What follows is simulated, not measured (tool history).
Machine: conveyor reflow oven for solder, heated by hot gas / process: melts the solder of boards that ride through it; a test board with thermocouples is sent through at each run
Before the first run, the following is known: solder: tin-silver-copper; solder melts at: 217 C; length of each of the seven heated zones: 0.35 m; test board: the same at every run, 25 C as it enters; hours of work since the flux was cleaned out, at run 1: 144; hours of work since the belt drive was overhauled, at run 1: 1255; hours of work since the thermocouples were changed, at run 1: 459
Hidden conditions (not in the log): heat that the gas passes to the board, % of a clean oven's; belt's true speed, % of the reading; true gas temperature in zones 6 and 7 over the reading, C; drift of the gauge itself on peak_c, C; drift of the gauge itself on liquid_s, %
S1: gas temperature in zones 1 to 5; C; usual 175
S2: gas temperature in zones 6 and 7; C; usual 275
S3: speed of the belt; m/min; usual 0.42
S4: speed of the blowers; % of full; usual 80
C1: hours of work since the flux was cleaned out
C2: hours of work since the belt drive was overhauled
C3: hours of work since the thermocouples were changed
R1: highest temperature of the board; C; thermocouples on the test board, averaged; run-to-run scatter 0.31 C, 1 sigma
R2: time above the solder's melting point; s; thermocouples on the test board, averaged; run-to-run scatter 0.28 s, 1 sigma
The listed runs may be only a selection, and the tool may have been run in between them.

Run 1, day 0: usual settings; C1 144; C2 1255; C3 459. Result: R1 264.3 C, R2 86.8 s.
Run 2, day 2.312: usual settings but S3 0.357 m/min; C1 177; C2 1288; C3 492. Result: R1 268.1 C, R2 106.6 s.
Run 3, day 3.608: usual settings but S4 51 % of full; C1 196; C2 1306; C3 511. Result: R1 256.1 C, R2 78.8 s.
Run 4, day 5.033: usual settings but S3 0.391 m/min; C1 216; C2 1327; C3 531. Result: R1 266.3 C, R2 94.5 s.
At day 5.762: thermocouples of zones 6 and 7 changed.
Run 5, day 7.546: usual settings but S1 182 C; C1 251; C2 1361; C3 25. Result: R1 263.8 C, R2 89.8 s.
Run 6, day 9.796: usual settings but S1 182 C; C1 283; C2 1393; C3 57. Result: R1 263.8 C, R2 89 s.
At day 11.612: flux residue cleaned out of gas plates and filters.
Run 7, day 12.754: usual settings but S1 182 C; C1 16; C2 1433; C3 97. Result: R1 261.9 C, R2 89.2 s.
Run 8, day 14.221: usual settings but S1 182 C; C1 37; C2 1454; C3 118. Result: R1 262.1 C, R2 88.3 s.
At day 15.071: belt drive overhauled, speed set with a stopwatch.
Run 9, day 15.704: usual settings but S1 182 C; C1 56; C2 9; C3 136. Result: R1 261.7 C, R2 86.4 s.
At day 17.538: flux residue cleaned out of gas plates and filters, once more.
Run 10, day 17.9: usual settings but S1 182 C, S2 290 C; C1 5; C2 37; C3 165. Result: R1 279.4 C, R2 96.6 s.
Run 11, day 19.288: usual settings but S1 182 C, S2 290 C; C1 25; C2 57; C3 184. Result: R1 279.7 C, R2 96.8 s.
Run 12, day 21.996: usual settings but S4 54 % of full; C1 64; C2 96; C3 223. Result: R1 257.4 C, R2 79.4 s.
Run 13, day 24.117: usual settings but S4 54 % of full; C1 94; C2 126; C3 253. Result: R1 257.9 C, R2 78.9 s.
Run 14, day 26.812: usual settings but S4 54 % of full; C1 132; C2 164; C3 292. Result: R1 257.1 C, R2 79 s.
Run 15, day 28.825: usual settings but S4 54 % of full; C1 161; C2 193; C3 320. Result: R1 256.7 C, R2 79.2 s.
Run 16, day 31.279: usual settings but S2 268 C; C1 196; C2 228; C3 355. Result: R1 257.7 C, R2 81.4 s.
Run 17, day 33.129: usual settings but S1 176 C, S2 270 C, S3 0.495 m/min, S4 70 % of full; C1 222; C2 254; C3 382. Result: R1 252 C, R2 63.1 s.
Run 18, day 34.621: usual settings but S1 164 C, S2 288 C, S3 0.46 m/min, S4 86 % of full; C1 244; C2 276; C3 403. Result: R1 272.1 C, R2 78.7 s.
Run 19, day 37.012: usual settings but S1 184 C, S2 278 C, S4 52 % of full; C1 278; C2 310; C3 437. Result: R1 260.3 C, R2 85.8 s.
At day 39.129: flux residue cleaned out of gas plates and filters.
Run 20, day 39.383: usual settings but S1 180 C, S2 281 C, S3 0.358 m/min, S4 67 % of full; C1 4; C2 341; C3 468. Result: R1 274 C, R2 109.5 s.
Run 21, day 40.725: usual settings but S1 180 C, S2 264 C, S3 0.367 m/min, S4 67 % of full; C1 23; C2 360; C3 487. Result: R1 257.1 C, R2 96.3 s.
Run 22, day 43.062: usual settings but S1 163 C, S3 0.393 m/min; C1 56; C2 393; C3 520. Result: R1 266.5 C, R2 88.7 s.
At day 44.533: thermocouples of zones 6 and 7 changed.
Run 23, day 45.408: usual settings but S1 171 C, S3 0.473 m/min, S4 60 % of full; C1 88; C2 425; C3 12. Result: R1 253.2 C, R2 65.1 s.
Run 24, day 47.75: usual settings but S3 0.373 m/min, S4 59 % of full; C1 122; C2 459; C3 46. Result: R1 262.1 C, R2 94.8 s.

Run 25 comes next. What will it give?
Run 25, day 50.321: usual settings but S3 0.373 m/min, S4 59 % of full; C1 158; C2 495; C3 82. Result: R1 ?, R2 ?.

For run 25 the tool returned R1 261.3 C, R2 94.8 s.
With the hidden condition absent and the run-to-run variation left alone, this run would have shown R1 262 C, R2 95.1 s.
